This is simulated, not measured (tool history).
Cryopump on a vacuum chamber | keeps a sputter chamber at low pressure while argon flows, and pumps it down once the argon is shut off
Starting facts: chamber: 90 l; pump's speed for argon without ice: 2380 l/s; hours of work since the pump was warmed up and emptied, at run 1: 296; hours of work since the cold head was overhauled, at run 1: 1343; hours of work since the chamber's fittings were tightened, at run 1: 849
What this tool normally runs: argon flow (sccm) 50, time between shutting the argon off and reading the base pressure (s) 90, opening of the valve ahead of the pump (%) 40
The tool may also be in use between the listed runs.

run   hour  argon flow (sccm)  time between shutting the argon off and reading the base pressure (s)  opening of the valve ahead of the pump (%)  hours of work since the pump was warmed up and emptied  hours of work since the cold head was overhauled  hours of work since the chamber's fittings were tightened  pressure while argon flows (Pa)  pressure after the wait (uPa)
  1      0                 50                                                                     90                                          40                                                     296                                              1343                                                        849                           0.0962                           1.02
  2   50.4                 50                                                                     90                                          40                                                     323                                              1371                                                        876                            0.098                           1.09
      68.5  -- pump warmed up, emptied and cooled again
  3    123                 50                                                                     90                                          40                                                      30                                              1407                                                        913                           0.0895                           0.98
  4  197.9                 28                                                                     90                                          40                                                      70                                              1448                                                        954                           0.0522                           1.02
  5  255.7                 50                                                                    156                                          40                                                     102                                              1480                                                        985                           0.0926                           0.88
  6  314.3                 50                                                                     90                                          40                                                     134                                              1511                                                       1017                            0.093                            1.1
  7  367.5                 50                                                                     90                                          40                                                     163                                              1540                                                       1046                           0.0937                           1.12
  8  420.3                 50                                                                     90                                          40                                                     191                                              1569                                                       1075                           0.0956                           1.15
  9    467                 69                                                                    175                                          40                                                     217                                              1594                                                       1100                           0.1327                           1.03
 10  533.2                 24                                                                     84                                          33                                                     253                                              1630                                                       1136                           0.0554                           1.26

Run 11 comes next. What will it give?
 11  603.3                 83                                                                     67                                          26                                                     291                                              1669                                                       1174                                ?                              ?

pressure while argon flows (Pa): 0.2409
pressure after the wait (uPa): 1.43
On a tool with no hidden condition, and with the same random variation, this run would have come out at pressure while argon flows (Pa) 0.2253, pressure after the wait (uPa) 0.62.
